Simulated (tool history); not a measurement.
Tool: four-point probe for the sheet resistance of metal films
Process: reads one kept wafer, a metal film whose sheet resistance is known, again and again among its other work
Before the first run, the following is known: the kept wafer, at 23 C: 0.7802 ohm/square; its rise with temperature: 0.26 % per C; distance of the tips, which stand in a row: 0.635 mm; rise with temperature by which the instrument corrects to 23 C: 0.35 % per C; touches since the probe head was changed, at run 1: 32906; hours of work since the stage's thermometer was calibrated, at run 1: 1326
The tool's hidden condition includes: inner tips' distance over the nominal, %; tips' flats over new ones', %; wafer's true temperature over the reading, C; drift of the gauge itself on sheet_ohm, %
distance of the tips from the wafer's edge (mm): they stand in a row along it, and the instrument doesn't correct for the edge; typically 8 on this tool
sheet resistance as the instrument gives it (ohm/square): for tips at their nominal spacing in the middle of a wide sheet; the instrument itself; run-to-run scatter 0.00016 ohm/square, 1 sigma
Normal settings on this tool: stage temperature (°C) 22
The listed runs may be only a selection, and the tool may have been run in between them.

run,day,stage temperature (°C),distance of the tips from the wafer's edge (mm),touches since the probe head was changed,hours of work since the stage's thermometer was calibrated,sheet resistance as the instrument gives it (ohm/square)
1,0.000,22,8,32906,1326,0.778177
2,0.812,32,8,33353,1336,0.771593
3,2.183,32,8,34109,1354,0.771378
4,3.033,32,8,34578,1365,0.771395
5,4.258,22,3,35252,1381,0.794280
6,4.996,22,3,35659,1391,0.794143
7,6.179,22,3,36310,1406,0.793996
8,7.479,22,3,37027,1423,0.793960
9,8.667,22,8,37681,1439,0.778254
# day 8.800: stage's thermometer calibrated
10,9.975,19,47,38390,15,0.777626
11,11.154,34,20,39041,31,0.767636
12,12.112,34,51,39569,43,0.767525
13,13.000,19,42,40059,55,0.777316
14,14.008,27,9,40614,68,0.773620
15,14.967,26,32,41142,81,0.772333

A few steps of sheet resistance as the instrument gives it (ohm/square) between consecutive runs. Split each: what settings, incoming material and random variation would produce without the hidden state, and what is left over for the hidden state, along with gauge scatter present in only one of the two compared results (measured, and without hidden state):
Run 4 -> 5: stage temperature (°C) 32 -> 22, distance of the tips from the wafer's edge (mm) 8 -> 3. sheet resistance as the instrument gives it (ohm/square) +0.022885: hidden state -0.000196, all else +0.023081.
Run 9 -> 10: stage temperature (°C) 22 -> 19, distance of the tips from the wafer's edge (mm) 8 -> 47, stage's thermometer calibrated. sheet resistance as the instrument gives it (ohm/square) -0.000628: hidden state -0.000325, all else -0.000303.
